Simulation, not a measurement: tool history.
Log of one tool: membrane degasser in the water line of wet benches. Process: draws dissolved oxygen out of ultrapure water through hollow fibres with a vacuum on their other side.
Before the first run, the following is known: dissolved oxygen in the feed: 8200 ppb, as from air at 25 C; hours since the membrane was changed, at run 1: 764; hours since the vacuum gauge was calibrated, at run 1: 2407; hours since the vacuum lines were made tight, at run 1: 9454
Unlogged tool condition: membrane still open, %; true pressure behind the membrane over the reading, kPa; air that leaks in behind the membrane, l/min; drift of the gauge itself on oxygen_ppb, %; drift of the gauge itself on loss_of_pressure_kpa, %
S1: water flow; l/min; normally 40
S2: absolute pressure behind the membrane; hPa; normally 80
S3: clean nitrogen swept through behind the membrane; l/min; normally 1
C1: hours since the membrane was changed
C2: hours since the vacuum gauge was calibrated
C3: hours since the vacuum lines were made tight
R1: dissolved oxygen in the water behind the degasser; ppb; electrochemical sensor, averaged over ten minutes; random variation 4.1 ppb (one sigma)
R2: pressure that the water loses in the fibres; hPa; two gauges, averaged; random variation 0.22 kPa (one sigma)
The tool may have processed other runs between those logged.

| run | hour | S1 | S2 | S3 | C1 | C2 | C3 | R1 | R2 |
|---|---|---|---|---|---|---|---|---|---|
| 1 | 0 | 40 | 80 | 1 | 764 | 2407 | 9454 | 455.1 | 536.8 |
|  | 13.6 | seals of the vacuum lines changed |
| 2 | 99.6 | 40 | 157.4 | 1 | 861 | 2504 | 86 | 991.5 | 539.1 |
| 3 | 167.3 | 40 | 157.4 | 1 | 929 | 2572 | 154 | 996.9 | 543.2 |
| 4 | 296.7 | 40 | 172.7 | 1 | 1059 | 2701 | 283 | 1084 | 543.2 |
| 5 | 394.5 | 40 | 80 | 1 | 1156 | 2799 | 381 | 451.7 | 542.1 |
| 6 | 470.6 | 40 | 80 | 1 | 1233 | 2875 | 457 | 454.8 | 544 |
| 7 | 528.8 | 40 | 80 | 1 | 1291 | 2933 | 515 | 448.7 | 546.4 |
| 8 | 644.9 | 40 | 80 | 1 | 1407 | 3049 | 631 | 450.9 | 545.3 |
| 9 | 710.7 | 40 | 80 | 2.39 | 1473 | 3115 | 697 | 265.2 | 541.5 |
| 10 | 826.6 | 40 | 80 | 2.39 | 1589 | 3231 | 813 | 264.3 | 542.3 |
| 11 | 883.4 | 40 | 80 | 1 | 1645 | 3288 | 870 | 457.4 | 542.8 |
| 12 | 1012.4 | 40 | 80 | 1.75 | 1774 | 3417 | 999 | 321.1 | 549.2 |
| 13 | 1110.6 | 40 | 80 | 1.75 | 1873 | 3515 | 1097 | 317.5 | 548.9 |
| 14 | 1194.8 | 40 | 80 | 1 | 1957 | 3599 | 1181 | 452.7 | 545.7 |
| 15 | 1256.6 | 40 | 94.2 | 1 | 2019 | 3661 | 1243 | 552 | 548.3 |
| 16 | 1338.7 | 40 | 71.8 | 1 | 2101 | 3743 | 1325 | 391 | 548 |
| 17 | 1451.8 | 40 | 80 | 1 | 2214 | 3856 | 1438 | 451.3 | 544.8 |
| 18 | 1519.2 | 37 | 80 | 1.99 | 2281 | 3924 | 1506 | 262.1 | 509.7 |
| 19 | 1631.9 | 52 | 157.1 | 1.67 | 2394 | 4036 | 1618 | 926.1 | 707.1 |
| 20 | 1760.5 | 52 | 157.1 | 1.67 | 2522 | 4165 | 1747 | 927.9 | 716.8 |
| 21 | 1887.6 | 52 | 157.1 | 1.67 | 2650 | 4292 | 1874 | 924.5 | 714 |
| 22 | 2003.5 | 52 | 157.1 | 1.67 | 2765 | 4408 | 1990 | 928.4 | 713.7 |
| 23 | 2076.9 | 41 | 48.7 | 0.73 | 2839 | 4481 | 2063 | 266.6 | 566.1 |
| 24 | 2163.9 | 62 | 133.7 | 0.71 | 2926 | 4568 | 2150 | 1522.1 | 852.8 |
|  | 2250.3 | gauge calibrated |
| 25 | 2257.6 | 62 | 133.7 | 0.71 | 3020 | 4662 | 2244 | 1531.4 | 834.7 |
| 26 | 2336.3 | 40 | 94.9 | 1.48 | 3098 | 4741 | 2323 | 439.8 | 541 |
| 27 | 2391.5 | 55 | 51.1 | 0.67 | 3153 | 4796 | 2378 | 478 | 742.6 |
| 28 | 2476.6 | 55 | 51.1 | 0.67 | 3239 | 4881 | 2463 | 485.5 | 745.9 |
| 29 | 2604.6 | 28 | 180.4 | 0.67 | 3367 | 5009 | 2591 | 1098.5 | 379.1 |
| 30 | 2709.1 | 30 | 161.6 | 1.9 | 3471 | 5114 | 2695 | 468.7 | 404.7 |
| 31 | 2771.7 | 40 | 90.7 | 0.43 | 3534 | 5176 | 2758 | 886.4 | 543.4 |
| 32 | 2845.2 | 40 | 103.6 | 1 | 3607 | 5250 | 2832 | 630.7 | 544.7 |
| 33 | 2966.3 | 40 | 103.6 | 1 | 3728 | 5371 | 2953 | 627.5 | 542.3 |

A few steps of R2 between consecutive runs. Split each: what settings, incoming material and random variation would produce without the hidden state, and what is left over for the hidden state, along with gauge scatter present in only one of the two compared results (measured, and without hidden state):
Run 18 -> 19: S1 37 -> 52, S2 80 -> 157.1, S3 1.99 -> 1.67. R2 +197.4 hPa: hidden state +3.8, all else +193.6.
Run 23 -> 24: S1 41 -> 62, S2 48.7 -> 133.7, S3 0.73 -> 0.71. R2 +286.7 hPa: hidden state +6.6, all else +280.1.
Run 24 -> 25: gauge calibrated. R2 -18.1 hPa: hidden state -17.8, all else -0.3.
Run 25 -> 26: S1 62 -> 40, S2 133.7 -> 94.9, S3 0.71 -> 1.48. R2 -293.7 hPa: hidden state +0.3, all else -294.
Run 28 -> 29: S1 55 -> 28, S2 51.1 -> 180.4. R2 -366.8 hPa: hidden state -0.4, all else -366.4.

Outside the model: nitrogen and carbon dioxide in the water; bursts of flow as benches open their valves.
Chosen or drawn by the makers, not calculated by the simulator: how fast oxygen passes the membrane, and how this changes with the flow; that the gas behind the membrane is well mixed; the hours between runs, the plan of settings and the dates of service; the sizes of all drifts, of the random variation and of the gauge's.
